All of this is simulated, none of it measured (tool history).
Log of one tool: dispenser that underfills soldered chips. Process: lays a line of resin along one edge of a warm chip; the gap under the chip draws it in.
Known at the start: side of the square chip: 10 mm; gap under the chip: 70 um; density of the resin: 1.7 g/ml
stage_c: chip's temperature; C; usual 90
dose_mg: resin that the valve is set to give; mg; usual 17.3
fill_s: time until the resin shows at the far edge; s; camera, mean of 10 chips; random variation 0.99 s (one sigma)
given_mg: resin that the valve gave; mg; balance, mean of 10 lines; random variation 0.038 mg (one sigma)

{"run": 1, "day": 0.0, "stage_c": 90, "dose_mg": 17.3, "fill_s": 108.8, "given_mg": 16.8}
{"run": 2, "day": 0.192, "stage_c": 99, "dose_mg": 17.3, "fill_s": 96.9, "given_mg": 16.83}
{"day": 0.317, "done": "new syringe of resin"}
{"day": 0.358, "done": "dispensing valve cleaned and set on the balance"}
{"run": 3, "day": 0.396, "stage_c": 99, "dose_mg": 17.3, "fill_s": 72.8, "given_mg": 17.27}
{"run": 4, "day": 0.588, "stage_c": 99, "dose_mg": 17.3, "fill_s": 87.4, "given_mg": 17.28}
{"run": 5, "day": 0.679, "stage_c": 104, "dose_mg": 17.3, "fill_s": 83.4, "given_mg": 17.27}
{"run": 6, "day": 0.808, "stage_c": 94, "dose_mg": 17.3, "fill_s": 123.6, "given_mg": 17.22}
{"day": 0.829, "done": "new syringe of resin"}
{"run": 7, "day": 0.929, "stage_c": 94, "dose_mg": 17.3, "fill_s": 92.1, "given_mg": 17.22}
{"run": 8, "day": 1.021, "stage_c": 94, "dose_mg": 17.3, "fill_s": 98.9, "given_mg": 17.15}
{"run": 9, "day": 1.225, "stage_c": 90, "dose_mg": 22.4, "fill_s": 133.4, "given_mg": 22.32}
{"day": 1.304, "done": "new syringe of resin"}
{"run": 10, "day": 1.358, "stage_c": 90, "dose_mg": 22.4, "fill_s": 95.9, "given_mg": 22.25}
{"run": 11, "day": 1.462, "stage_c": 90, "dose_mg": 17.3, "fill_s": 108.8, "given_mg": 17.12}
{"run": 12, "day": 1.596, "stage_c": 90, "dose_mg": 17.3, "fill_s": 124.2, "given_mg": 17.07}
{"run": 13, "day": 1.692, "stage_c": 90, "dose_mg": 19.7, "fill_s": 131.3, "given_mg": 19.45}
{"day": 1.779, "done": "new syringe of resin"}
{"run": 14, "day": 1.854, "stage_c": 90, "dose_mg": 19.7, "fill_s": 97.3, "given_mg": 19.44}
{"run": 15, "day": 1.967, "stage_c": 90, "dose_mg": 17.3, "fill_s": 108.8, "given_mg": 17.15}
{"run": 16, "day": 2.054, "stage_c": 90, "dose_mg": 17.3, "fill_s": 117.2, "given_mg": 17.09}
{"run": 17, "day": 2.204, "stage_c": 90, "dose_mg": 19.2, "fill_s": 133.1, "given_mg": 18.92}
{"day": 2.267, "done": "new syringe of resin"}
{"run": 18, "day": 2.421, "stage_c": 90, "dose_mg": 19.2, "fill_s": 107.6, "given_mg": 18.88}
{"run": 19, "day": 2.512, "stage_c": 99, "dose_mg": 15.7, "fill_s": 93.4, "given_mg": 15.48}
{"run": 20, "day": 2.667, "stage_c": 79, "dose_mg": 19.9, "fill_s": 188.3, "given_mg": 19.56}
{"day": 2.746, "done": "new syringe of resin"}
{"run": 21, "day": 2.875, "stage_c": 79, "dose_mg": 19.9, "fill_s": 146.2, "given_mg": 19.52}
{"run": 22, "day": 3.054, "stage_c": 96, "dose_mg": 16.9, "fill_s": 101.7, "given_mg": 16.54}
{"day": 3.221, "done": "new syringe of resin"}
{"run": 23, "day": 3.25, "stage_c": 96, "dose_mg": 16.9, "fill_s": 81.5, "given_mg": 16.55}
{"run": 24, "day": 3.462, "stage_c": 95, "dose_mg": 16.8, "fill_s": 98.9, "given_mg": 16.46}
{"run": 25, "day": 3.654, "stage_c": 95, "dose_mg": 16.8, "fill_s": 119.8, "given_mg": 16.45}
{"day": 3.7, "done": "new syringe of resin"}
{"run": 26, "day": 3.792, "stage_c": 88, "dose_mg": 21.4, "fill_s": 106.3, "given_mg": 20.97}
{"run": 27, "day": 3.912, "stage_c": 81, "dose_mg": 16.5, "fill_s": 153.5, "given_mg": 16.05}
{"day": 4.083, "done": "dispensing valve cleaned and set on the balance"}
{"run": 28, "day": 4.092, "stage_c": 87, "dose_mg": 16.5, "fill_s": 141.8, "given_mg": 16.51}
{"day": 4.217, "done": "new syringe of resin"}
{"run": 29, "day": 4.275, "stage_c": 90, "dose_mg": 19.3, "fill_s": 95.9, "given_mg": 19.21}
{"run": 30, "day": 4.425, "stage_c": 82, "dose_mg": 20.5, "fill_s": 140.9, "given_mg": 20.42}
{"run": 31, "day": 4.567, "stage_c": 100, "dose_mg": 22.4, "fill_s": 93.2, "given_mg": 22.38}
{"day": 4.692, "done": "new syringe of resin"}
{"run": 32, "day": 4.767, "stage_c": 100, "dose_mg": 22.4, "fill_s": 71.6, "given_mg": 22.26}
{"run": 33, "day": 4.967, "stage_c": 100, "dose_mg": 15, "fill_s": 91, "given_mg": 14.88}
{"run": 34, "day": 5.092, "stage_c": 83, "dose_mg": 15, "fill_s": 174.3, "given_mg": 14.88}
{"day": 5.171, "done": "new syringe of resin"}
{"run": 35, "day": 5.262, "stage_c": 83, "dose_mg": 15, "fill_s": 135, "given_mg": 14.86}
{"run": 36, "day": 5.358, "stage_c": 77, "dose_mg": 22.1, "fill_s": 168.7, "given_mg": 21.98}

Forecast each of these 3 alternatives for the next run:
{"run": "A", "day": 5.533, "stage_c": 92, "dose_mg": 19.6, "fill_s": "?", "given_mg": "?"}
{"run": "B", "day": 5.533, "stage_c": 90, "dose_mg": 16.4, "fill_s": "?", "given_mg": "?"}
{"run": "C", "day": 5.533, "stage_c": 87, "dose_mg": 17.5, "fill_s": "?", "given_mg": "?"}

run=A fill_s=123.7 given_mg=19.44
run=B fill_s=132 given_mg=16.31
run=C fill_s=146.1 given_mg=17.32
Without the tool's hidden state the same runs would have given:
run=A fill_s=88.4 given_mg=19.62
run=B fill_s=94.2 given_mg=16.46
run=C fill_s=104.5 given_mg=17.48
